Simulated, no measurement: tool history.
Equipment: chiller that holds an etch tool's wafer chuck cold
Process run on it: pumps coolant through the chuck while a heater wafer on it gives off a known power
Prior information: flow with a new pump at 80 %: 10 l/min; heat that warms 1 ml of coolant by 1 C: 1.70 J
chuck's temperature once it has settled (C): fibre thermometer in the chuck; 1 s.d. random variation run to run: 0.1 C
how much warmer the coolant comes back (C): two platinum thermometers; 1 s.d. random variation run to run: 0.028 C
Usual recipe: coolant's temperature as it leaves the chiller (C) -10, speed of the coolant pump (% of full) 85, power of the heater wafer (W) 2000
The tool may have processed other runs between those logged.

run	hour	coolant's temperature as it leaves the chiller (C)	speed of the coolant pump (% of full)	power of the heater wafer (W)	chuck's temperature once it has settled (C)	how much warmer the coolant comes back (C)
1	0	-10	85	2000	4.2	6.7
2	24.6	-18	85	2000	-3.9	6.71
3	59.6	-18	85	2000	-3.8	6.69
4	87.7	-18	85	2000	-3.9	6.69
5	102.5	-3	85	2000	11.3	6.65
6	130.3	-3	85	2000	11.2	6.69
7	145.3	-10	85	2000	4.1	6.66
8	164.4	-16	85	2000	-1.8	6.78
9	191.9	-7	85	2000	7.1	6.7
10	211.6	-7	85	2000	7.3	6.67
11	247	-7	85	2000	7.2	6.75
12	262.2	-10	85	2000	4.1	6.67
13	284.1	-10	85	2000	4.2	6.68
14	308.4	-10	85	2000	4.1	6.71
15	342.3	-10	85	2000	4.4	6.7
16	371.5	-10	85	2000	4.3	6.73
17	407.4	-10	85	2000	4.3	6.71
18	430.2	-9	84	2000	5.4	6.81
19	464.2	-18	71	2644	3.8	10.6
20	487.5	-7	89	1603	4	5.14
21	508.4	-10	76	1268	-0.1	4.79
22	535.6	-10	85	1661	1.7	5.53
23	571	-10	85	1661	2	5.57
24	589.1	-13	85	2048	1.6	6.88
25	611	-8	85	1530	3	5.15
26	635.4	-7	74	1251	3.1	4.83
27	665.5	-16	60	1981	2.6	9.4
28	692.8	-10	73	2000	6.2	7.81
29	720	-13	88	1151	-4.8	3.75
30	735.4	-14	87	2476	3.5	8.11
31	768.8	-10	85	2000	4.5	6.7

Some steps in chuck's temperature once it has settled (C), run to run, broken into two amounts with sign: the step expected even without the hidden condition (settings, incoming material, random variation), and the rest, left for the hidden condition together with whatever gauge scatter is not in both the measured and the hidden-condition-free result:
The hidden state here: heat passed by the chuck's channels, % of clean ones'; flow at a given pump speed, % of a new pump's; coolant's true temperature over the reading, C; drift of the gauge itself on chuck_c, C; drift of the gauge itself on warmer_back_c, C.
Run 4 -> 5: coolant's temperature as it leaves the chiller (C) -18 -> -3. chuck's temperature once it has settled (C) +15.2: hidden state +0.1, all else +15.1.
Run 8 -> 9: coolant's temperature as it leaves the chiller (C) -16 -> -7. chuck's temperature once it has settled (C) +8.9: hidden state +0, all else +8.9.
Run 19 -> 20: coolant's temperature as it leaves the chiller (C) -18 -> -7, speed of the coolant pump (% of full) 71 -> 89, power of the heater wafer (W) 2644 -> 1603. chuck's temperature once it has settled (C) +0.2: hidden state -0.2, all else +0.4.
Run 26 -> 27: coolant's temperature as it leaves the chiller (C) -7 -> -16, speed of the coolant pump (% of full) 74 -> 60, power of the heater wafer (W) 1251 -> 1981. chuck's temperature once it has settled (C) -0.5: hidden state +0.2, all else -0.7.
Run 28 -> 29: coolant's temperature as it leaves the chiller (C) -10 -> -13, speed of the coolant pump (% of full) 73 -> 88, power of the heater wafer (W) 2000 -> 1151. chuck's temperature once it has settled (C) -11: hidden state -0.2, all else -10.8.
Run 29 -> 30: coolant's temperature as it leaves the chiller (C) -13 -> -14, speed of the coolant pump (% of full) 88 -> 87, power of the heater wafer (W) 1151 -> 2476. chuck's temperature once it has settled (C) +8.3: hidden state +0.3, all else +8.
